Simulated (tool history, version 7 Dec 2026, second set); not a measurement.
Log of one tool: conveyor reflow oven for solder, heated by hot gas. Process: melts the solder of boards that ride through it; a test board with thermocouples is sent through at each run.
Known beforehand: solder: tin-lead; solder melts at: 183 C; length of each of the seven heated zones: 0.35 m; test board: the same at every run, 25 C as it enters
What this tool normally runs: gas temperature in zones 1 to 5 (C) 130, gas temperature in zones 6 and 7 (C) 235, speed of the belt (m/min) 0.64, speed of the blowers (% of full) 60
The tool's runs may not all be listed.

run     day  gas temperature in zones 1 to 5 (C)  gas temperature in zones 6 and 7 (C)  speed of the belt (m/min)  speed of the blowers (% of full)  highest temperature of the board (C)  time above the solder's melting point (s)
  1       0                                  130                                   235                       0.64                                60                                 213.6                                       43.5
  2     0.4                                  130                                   235                       0.64                                60                                 212.8                                       43.2
  3   0.604                                  138                                   235                       0.64                                60                                 214.8                                       47.2
  4   0.892                                  138                                   235                       0.64                                60                                 214.8                                       46.7
  5   1.133                                  130                                   235                       0.64                                60                                 212.9                                       43.4
  6   1.325                                  130                                   235                       0.64                                60                                   213                                       43.3
  7   1.717                                  130                                   235                       0.64                                60                                 212.4                                       43.3
  8   1.929                                  130                                   235                      0.719                                60                                 208.8                                       34.5
  9   2.208                                  130                                   235                      0.719                                60                                 208.5                                       34.5
 10   2.512                                  130                                   235                      0.764                                60                                 205.4                                       29.3
 11   2.812                                  140                                   235                       0.64                                60                                 214.2                                       47.8
 12    3.15                                  140                                   235                       0.64                                60                                 214.8                                       47.9
 13   3.492                                  130                                   235                       0.64                                72                                 216.4                                       46.5
 14   3.796                                  130                                   235                       0.64                                72                                 216.4                                         47
 15   4.254                                  130                                   225                       0.64                                60                                 203.6                                       35.4
 16   4.442                                  130                                   225                       0.64                                60                                 203.4                                       35.4
 17   4.825                                  130                                   225                      0.743                                82                                   206                                       31.8
 18   5.217                                  130                                   224                       0.64                                60                                 203.2                                       34.4
 19   5.662                                  118                                   242                      0.621                                76                                 222.1                                         49
 20   6.012                                  125                                   226                      0.621                                76                                 209.4                                       41.3
      6.225  -- belt drive overhauled, speed set with a stopwatch
 21   6.629                                  137                                   239                      0.537                                69                                 225.4                                       64.8
 22   6.971                                  137                                   239                      0.537                                69                                 224.9                                       64.8
       7.25  -- belt drive overhauled, speed set with a stopwatch, once more
 23   7.604                                  137                                   239                      0.537                                69                                 225.3                                       64.6
 24   7.854                                  137                                   239                      0.537                                70                                 225.2                                       64.5
        8.3  -- flux residue cleaned out of gas plates and filters
 25   8.458                                  137                                   224                      0.519                                81                                 215.6                                       61.7
 26   8.775                                  132                                   227                      0.598                                62                                 208.9                                       44.5
 27     9.2                                  132                                   227                      0.598                                62                                 209.4                                       44.8
 28   9.642                                  132                                   227                      0.598                                56                                 207.4                                         42
 29   9.917                                  132                                   227                      0.598                                56                                 207.3                                       42.1
     10.067  -- thermocouples of zones 6 and 7 changed
 30  10.275                                  135                                   235                      0.716                                60                                 210.3                                       37.6
 31    10.6                                  130                                   240                      0.559                                60                                 223.2                                       58.3

Each row is a separate what-if for the run after 31, all from the same tool condition, not one after another. Results?
  A  10.862                                  137                                   235                       0.64                                60                                     ?                                          ?
  B  10.862                                  130                                   229                      0.514                                61                                     ?                                          ?
  C  10.862                                  130                                   246                      0.559                                60                                     ?                                          ?

run  highest temperature of the board (C)  time above the solder's melting point (s)
  A                                 215.5                                       47.1
  B                                 215.6                                       58.3
  C                                 228.6                                         61
With the hidden condition removed and each run's random variation left untouched, the same runs would have given:
run  highest temperature of the board (C)  time above the solder's melting point (s)
  A                                   216                                       47.6
  B                                 216.1                                       58.8
  C                                 229.2                                       61.4

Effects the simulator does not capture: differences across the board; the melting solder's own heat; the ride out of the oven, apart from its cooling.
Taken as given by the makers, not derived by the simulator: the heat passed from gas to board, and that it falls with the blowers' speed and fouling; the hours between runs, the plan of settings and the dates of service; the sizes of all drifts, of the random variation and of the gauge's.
